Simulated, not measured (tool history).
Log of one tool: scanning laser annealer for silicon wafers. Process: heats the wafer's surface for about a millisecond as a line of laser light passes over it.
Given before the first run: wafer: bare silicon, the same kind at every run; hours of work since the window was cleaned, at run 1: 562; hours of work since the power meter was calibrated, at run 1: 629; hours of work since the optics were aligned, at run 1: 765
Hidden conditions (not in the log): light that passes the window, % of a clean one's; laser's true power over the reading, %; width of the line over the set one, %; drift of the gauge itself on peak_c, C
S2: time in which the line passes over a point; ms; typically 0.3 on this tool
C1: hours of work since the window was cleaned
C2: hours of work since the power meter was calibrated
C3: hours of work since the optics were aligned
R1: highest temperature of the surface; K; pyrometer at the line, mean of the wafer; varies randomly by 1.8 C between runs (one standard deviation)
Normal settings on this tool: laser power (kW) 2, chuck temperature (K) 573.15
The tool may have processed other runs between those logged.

{"run": 1, "hour": 0.0, "laser power (kW)": 2, "S2": 0.3, "chuck temperature (K)": 573.15, "C1": 562, "C2": 629, "C3": 765, "R1": 1301.15}
{"run": 2, "hour": 39.8, "laser power (kW)": 2, "S2": 0.3, "chuck temperature (K)": 573.15, "C1": 583, "C2": 650, "C3": 785, "R1": 1303.15}
{"run": 3, "hour": 69.5, "laser power (kW)": 2, "S2": 0.3, "chuck temperature (K)": 573.15, "C1": 598, "C2": 665, "C3": 801, "R1": 1301.15}
{"run": 4, "hour": 87.0, "laser power (kW)": 2, "S2": 0.3, "chuck temperature (K)": 573.15, "C1": 607, "C2": 674, "C3": 810, "R1": 1300.15}
{"run": 5, "hour": 123.0, "laser power (kW)": 2, "S2": 0.3, "chuck temperature (K)": 573.15, "C1": 625, "C2": 692, "C3": 828, "R1": 1303.15}
{"run": 6, "hour": 144.8, "laser power (kW)": 2, "S2": 0.3, "chuck temperature (K)": 592.15, "C1": 636, "C2": 703, "C3": 839, "R1": 1318.15}
{"run": 7, "hour": 179.1, "laser power (kW)": 2, "S2": 0.3, "chuck temperature (K)": 592.15, "C1": 654, "C2": 721, "C3": 857, "R1": 1319.15}
{"run": 8, "hour": 199.1, "laser power (kW)": 2, "S2": 0.3, "chuck temperature (K)": 592.15, "C1": 664, "C2": 731, "C3": 867, "R1": 1318.15}
{"run": 9, "hour": 235.8, "laser power (kW)": 2, "S2": 0.3, "chuck temperature (K)": 591.15, "C1": 683, "C2": 750, "C3": 886, "R1": 1322.15}
{"run": 10, "hour": 271.7, "laser power (kW)": 2, "S2": 0.3, "chuck temperature (K)": 591.15, "C1": 701, "C2": 768, "C3": 904, "R1": 1318.15}
{"run": 11, "hour": 305.0, "laser power (kW)": 2, "S2": 0.3, "chuck temperature (K)": 591.15, "C1": 718, "C2": 785, "C3": 921, "R1": 1319.15}
{"run": 12, "hour": 337.4, "laser power (kW)": 2, "S2": 0.3, "chuck temperature (K)": 591.15, "C1": 735, "C2": 802, "C3": 937, "R1": 1318.15}
{"run": 13, "hour": 365.9, "laser power (kW)": 2, "S2": 0.3, "chuck temperature (K)": 591.15, "C1": 749, "C2": 816, "C3": 952, "R1": 1317.15}
{"run": 14, "hour": 390.2, "laser power (kW)": 2.039, "S2": 0.3, "chuck temperature (K)": 591.15, "C1": 762, "C2": 829, "C3": 964, "R1": 1335.15}
{"run": 15, "hour": 429.7, "laser power (kW)": 1.837, "S2": 0.364, "chuck temperature (K)": 536.15, "C1": 782, "C2": 849, "C3": 985, "R1": 1273.15}
{"run": 16, "hour": 458.2, "laser power (kW)": 1.837, "S2": 0.232, "chuck temperature (K)": 575.15, "C1": 796, "C2": 863, "C3": 999, "R1": 1147.15}
{"run": 17, "hour": 490.4, "laser power (kW)": 1.837, "S2": 0.232, "chuck temperature (K)": 575.15, "C1": 813, "C2": 880, "C3": 1016, "R1": 1145.15}
{"run": 18, "hour": 522.8, "laser power (kW)": 1.951, "S2": 0.354, "chuck temperature (K)": 557.15, "C1": 829, "C2": 896, "C3": 1032, "R1": 1335.15}
{"hour": 530.5, "done": "window over the wafer cleaned"}
{"run": 19, "hour": 547.4, "laser power (kW)": 1.951, "S2": 0.354, "chuck temperature (K)": 557.15, "C1": 9, "C2": 908, "C3": 1044, "R1": 1338.15}
{"run": 20, "hour": 586.4, "laser power (kW)": 1.951, "S2": 0.354, "chuck temperature (K)": 557.15, "C1": 29, "C2": 928, "C3": 1064, "R1": 1336.15}
{"run": 21, "hour": 607.1, "laser power (kW)": 1.951, "S2": 0.354, "chuck temperature (K)": 557.15, "C1": 39, "C2": 938, "C3": 1074, "R1": 1335.15}
{"run": 22, "hour": 634.0, "laser power (kW)": 2.079, "S2": 0.223, "chuck temperature (K)": 609.15, "C1": 53, "C2": 952, "C3": 1088, "R1": 1254.15}
{"run": 23, "hour": 671.6, "laser power (kW)": 2.137, "S2": 0.297, "chuck temperature (K)": 573.15, "C1": 72, "C2": 971, "C3": 1107, "R1": 1357.15}
{"run": 24, "hour": 697.8, "laser power (kW)": 2.137, "S2": 0.297, "chuck temperature (K)": 573.15, "C1": 85, "C2": 985, "C3": 1121, "R1": 1355.15}
{"run": 25, "hour": 731.6, "laser power (kW)": 1.783, "S2": 0.347, "chuck temperature (K)": 551.15, "C1": 103, "C2": 1002, "C3": 1138, "R1": 1246.15}
{"run": 26, "hour": 758.2, "laser power (kW)": 2.069, "S2": 0.301, "chuck temperature (K)": 572.15, "C1": 116, "C2": 1016, "C3": 1151, "R1": 1331.15}
{"run": 27, "hour": 784.2, "laser power (kW)": 2.069, "S2": 0.322, "chuck temperature (K)": 572.15, "C1": 130, "C2": 1029, "C3": 1165, "R1": 1362.15}
{"run": 28, "hour": 809.6, "laser power (kW)": 2.087, "S2": 0.374, "chuck temperature (K)": 592.15, "C1": 143, "C2": 1042, "C3": 1178, "R1": 1454.15}

What differs in the tool's unlogged condition from the final listed run ahead of each entry between runs to the first listed run following it?
From run 18 to run 19: window over the wafer cleaned (hour 530.5)
  light that passes the window, % of a clean one's: 99.87 -> 99.99
